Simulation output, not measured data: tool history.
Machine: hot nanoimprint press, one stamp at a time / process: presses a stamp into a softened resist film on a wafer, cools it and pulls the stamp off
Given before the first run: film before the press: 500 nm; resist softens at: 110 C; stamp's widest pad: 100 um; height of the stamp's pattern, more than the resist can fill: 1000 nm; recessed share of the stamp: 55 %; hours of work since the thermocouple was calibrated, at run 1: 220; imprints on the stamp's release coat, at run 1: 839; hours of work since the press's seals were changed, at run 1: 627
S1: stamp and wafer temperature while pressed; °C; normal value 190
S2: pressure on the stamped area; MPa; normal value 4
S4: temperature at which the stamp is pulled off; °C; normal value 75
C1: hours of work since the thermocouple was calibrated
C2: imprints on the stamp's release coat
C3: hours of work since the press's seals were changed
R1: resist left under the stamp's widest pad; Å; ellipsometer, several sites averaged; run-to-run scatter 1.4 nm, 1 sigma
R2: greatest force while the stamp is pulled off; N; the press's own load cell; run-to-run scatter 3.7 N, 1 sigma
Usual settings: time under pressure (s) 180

run 1 hour=0 | S1=190 S2=4 time_under_pressure_(s)=180 S4=75 | C1=220 C2=839 C3=627 | R1=2285 R2=206
run 2 hour=30.1 | S1=190 S2=4 time_under_pressure_(s)=127 S4=75 | C1=238 C2=961 C3=645 | R1=2587 R2=212
run 3 hour=60.7 | S1=190 S2=4 time_under_pressure_(s)=127 S4=75 | C1=256 C2=1084 C3=664 | R1=2606 R2=222
-- hour=74.4 stamp cleaned and given a new release coat
run 4 hour=88.1 | S1=190 S2=4 time_under_pressure_(s)=127 S4=75 | C1=269 C2=56 C3=676 | R1=2608 R2=186
run 5 hour=108.5 | S1=190 S2=4 time_under_pressure_(s)=127 S4=75 | C1=281 C2=138 C3=689 | R1=2594 R2=195
run 6 hour=133.6 | S1=190 S2=4 time_under_pressure_(s)=127 S4=75 | C1=296 C2=240 C3=704 | R1=2624 R2=196
run 7 hour=148.8 | S1=190 S2=4 time_under_pressure_(s)=127 S4=75 | C1=306 C2=301 C3=713 | R1=2620 R2=191
run 8 hour=165.9 | S1=190 S2=4 time_under_pressure_(s)=127 S4=75 | C1=316 C2=371 C3=723 | R1=2617 R2=198
run 9 hour=182.9 | S1=190 S2=4 time_under_pressure_(s)=295 S4=75 | C1=326 C2=439 C3=733 | R1=1891 R2=205
run 10 hour=201 | S1=190 S2=4 time_under_pressure_(s)=180 S4=71 | C1=337 C2=513 C3=744 | R1=2301 R2=222
run 11 hour=219.1 | S1=190 S2=4 time_under_pressure_(s)=125 S4=71 | C1=348 C2=586 C3=755 | R1=2599 R2=226
run 12 hour=244.7 | S1=190 S2=4 time_under_pressure_(s)=125 S4=71 | C1=363 C2=689 C3=770 | R1=2651 R2=222
run 13 hour=269.2 | S1=190 S2=4 time_under_pressure_(s)=125 S4=71 | C1=378 C2=789 C3=785 | R1=2667 R2=247
run 14 hour=292.8 | S1=190 S2=4 time_under_pressure_(s)=125 S4=71 | C1=392 C2=884 C3=799 | R1=2666 R2=241
run 15 hour=309.6 | S1=190 S2=4 time_under_pressure_(s)=125 S4=71 | C1=402 C2=952 C3=809 | R1=2636 R2=240
run 16 hour=337.8 | S1=190 S2=3.36 time_under_pressure_(s)=125 S4=71 | C1=419 C2=1066 C3=826 | R1=2865 R2=240
-- hour=357.1 stamp cleaned and given a new release coat
run 17 hour=374.9 | S1=190 S2=3.88 time_under_pressure_(s)=235 S4=71 | C1=437 C2=73 C3=844 | R1=2145 R2=219

For run 18, what comes out?
run 18 hour=398.1 | S1=190 S2=3.88 time_under_pressure_(s)=235 S4=71 | C1=451 C2=166 C3=858 | R1=? R2=?

{"run 18": {"R1": 2148, "R2": 211}}
The same run, on a tool lacking any hidden state, would have yielded R1 2005 Å, R2 196 N.
